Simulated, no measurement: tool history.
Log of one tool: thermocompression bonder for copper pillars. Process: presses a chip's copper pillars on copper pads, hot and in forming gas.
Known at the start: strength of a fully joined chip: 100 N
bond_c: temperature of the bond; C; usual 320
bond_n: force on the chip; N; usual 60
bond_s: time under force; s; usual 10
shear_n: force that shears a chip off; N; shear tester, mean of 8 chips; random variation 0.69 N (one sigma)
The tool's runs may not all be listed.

run	hour	bond_c	bond_n	bond_s	shear_n
1	0	320	60	10	52.8
2	34.3	315	60	10	50.7
3	61.4	315	60	10	49.1
4	79.9	320	66	10	55.2
5	112.1	320	60	23	65.9
6	148	320	60	10	51.7
7	175.4	320	60	10	50.7
8	205.5	320	60	22	65.1
# hour 225.2: forming gas filter changed
9	232.7	320	44	22	58.3
10	259.1	320	44	22	58.7
11	283.8	320	37	10	38.2
12	317.2	320	60	10	53.2
13	347.3	320	60	10	54.7
14	370.4	320	60	14	59.6
15	391.4	320	60	14	59.2
16	422.5	320	60	14	59.1
17	450.3	320	60	10	54.2
18	479	320	89	10	66.9
19	499.8	320	89	10	67.7
20	527.3	320	42	10	40.7
21	549.6	327	58	21	66.3
# hour 575.2: forming gas filter changed
22	575.5	349	60	10	72.3
23	611.4	314	40	9	38.2
24	642.3	291	60	5	31.6
25	666.4	300	52	17	50.5
26	681.9	300	52	10	41.4
27	701.3	299	60	12	48.2
28	736.6	297	81	10	55.1
29	759.7	297	65	8	42.3
30	786.9	312	76	19	70.7
31	813.2	330	43	10	48
32	849	340	71	13	73.9
33	872.5	320	88	9	65.6
34	907.6	298	53	10	38.5
# hour 927.3: forming gas filter changed
35	943.7	298	53	10	41.5
36	971.6	301	40	20	45.5
37	1005.2	323	63	20	73.4
38	1037.4	344	63	20	82
39	1064	320	65	5	47.7
40	1083.2	320	65	5	48.6

Some steps in shear_n between neighbouring runs. How much of each would the tool show without its hidden state too (settings, what came in, random variation), and how much is left for the hidden state, with any gauge scatter that isn't in both results?
The hidden state here: true temperature of the bond over the reading, C; force that reaches the chip, % of what is set; oxide that the forming gas leaves, % of the face; drift of the gauge itself on shear_n, %.
Run 8 -> 9: bond_n 60 -> 44, forming gas filter changed. shear_n -6.8 N: hidden state +6.1, all else -12.9.
Run 21 -> 22: bond_c 327 -> 349, bond_n 58 -> 60, bond_s 21 -> 10, forming gas filter changed. shear_n +6 N: hidden state +5.9, all else +0.1.
Run 22 -> 23: bond_c 349 -> 314, bond_n 60 -> 40, bond_s 10 -> 9. shear_n -34.1 N: hidden state -0.7, all else -33.4.
Run 29 -> 30: bond_c 297 -> 312, bond_n 65 -> 76, bond_s 8 -> 19. shear_n +28.4 N: hidden state -1.4, all else +29.8.
Run 34 -> 35: forming gas filter changed. shear_n +3 N: hidden state +3.4, all else -0.4.
Run 38 -> 39: bond_c 344 -> 320, bond_n 63 -> 65, bond_s 20 -> 5. shear_n -34.3 N: hidden state +1.5, all else -35.8.
